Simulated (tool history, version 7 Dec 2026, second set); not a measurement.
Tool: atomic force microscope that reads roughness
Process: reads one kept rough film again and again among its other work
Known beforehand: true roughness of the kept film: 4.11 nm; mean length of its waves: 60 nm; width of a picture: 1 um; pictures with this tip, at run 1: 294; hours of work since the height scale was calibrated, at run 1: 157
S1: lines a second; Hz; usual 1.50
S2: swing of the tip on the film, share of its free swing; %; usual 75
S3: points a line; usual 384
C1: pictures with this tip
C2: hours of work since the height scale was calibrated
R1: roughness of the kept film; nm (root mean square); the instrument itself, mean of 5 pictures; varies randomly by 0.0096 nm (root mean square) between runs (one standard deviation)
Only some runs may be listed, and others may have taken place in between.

run,hour,S1,S2,S3,C1,C2,R1
1,0.0,1.50,75,384,294,157,3.377
# hour 13.9: new tip fitted
2,26.0,1.50,75,384,27,175,3.465
3,55.5,1.50,75,384,91,197,3.448
4,77.8,1.50,84,384,140,214,3.216
5,97.6,1.50,84,384,183,228,3.180
6,126.3,1.50,69,384,246,249,3.473
7,153.3,1.63,75,384,305,269,3.308
# hour 161.6: new tip fitted
8,169.2,1.63,75,384,17,280,3.428
9,191.9,1.50,75,384,67,297,3.447
10,225.0,1.50,89,384,139,322,3.067
11,258.7,1.50,89,384,213,346,3.036
12,280.4,1.50,89,384,260,362,3.021
13,295.5,1.50,89,384,293,373,2.992
# hour 309.6: new tip fitted
14,318.2,1.50,89,384,19,390,3.141
15,339.4,1.50,89,384,65,405,3.105
16,366.8,1.50,89,384,125,426,3.089
17,397.3,1.50,89,640,192,448,3.073
18,428.8,1.50,75,384,261,471,3.367
19,451.2,1.50,75,384,310,488,3.361
# hour 458.8: new tip fitted
20,465.3,1.50,75,384,14,498,3.474
21,492.5,1.50,75,384,73,518,3.458
22,511.1,1.50,75,384,114,532,3.428
23,533.4,1.50,75,384,163,548,3.405
24,549.9,1.50,75,384,199,560,3.390
25,573.2,1.50,75,384,250,577,3.359
26,598.9,1.50,75,384,306,596,3.365
# hour 607.1: new tip fitted
27,622.6,1.50,75,384,34,613,3.479
28,637.6,1.50,62,384,67,624,3.692
29,667.7,2.81,83,624,133,647,2.860
30,701.6,0.92,67,445,207,671,3.660
31,720.7,1.50,67,384,249,686,3.549
32,751.6,0.69,84,1012,316,708,3.467
# hour 756.1: new tip fitted
33,784.6,1.33,75,463,63,732,3.518
34,807.6,1.39,75,441,113,749,3.490
35,828.1,1.50,87,502,158,764,3.138
36,845.7,0.69,75,923,196,777,3.652
37,876.2,3.88,60,348,263,800,3.357
# hour 903.7: new tip fitted
38,905.7,3.88,60,348,5,821,3.489
39,936.2,1.50,58,314,71,844,3.737
40,963.5,1.50,58,314,131,864,3.716
41,994.9,0.52,58,304,200,887,3.793
42,1019.0,0.52,73,284,252,905,3.696
43,1047.3,0.52,73,284,314,925,3.647
# hour 1053.4: new tip fitted
44,1064.8,2.88,63,384,25,938,3.508
45,1079.8,1.68,70,461,58,949,3.543
46,1106.6,1.68,70,461,116,969,3.501
47,1131.5,2.80,81,461,171,987,2.919
48,1152.5,2.26,72,434,217,1002,3.306
49,1169.7,0.85,80,434,254,1015,3.500
50,1194.2,0.85,80,434,308,1033,3.464
# hour 1202.6: new tip fitted
51,1211.0,0.85,80,434,19,1045,3.613
52,1243.3,1.92,75,562,89,1069,3.368
53,1257.1,2.18,71,466,120,1079,3.410
54,1284.1,1.50,62,1004,179,1099,3.677

Branching from run 54: 3 alternative next runs. What would each branch give?
A,1306.9,1.50,79,336,229,1116,?
B,1306.9,1.50,78,1004,229,1116,?
C,1306.9,2.04,73,384,229,1116,?

run,R1
A,3.338
B,3.359
C,3.341
With the hidden condition removed and each run's random variation left untouched, the same runs would have given:
run,R1
A,3.394
B,3.416
C,3.397

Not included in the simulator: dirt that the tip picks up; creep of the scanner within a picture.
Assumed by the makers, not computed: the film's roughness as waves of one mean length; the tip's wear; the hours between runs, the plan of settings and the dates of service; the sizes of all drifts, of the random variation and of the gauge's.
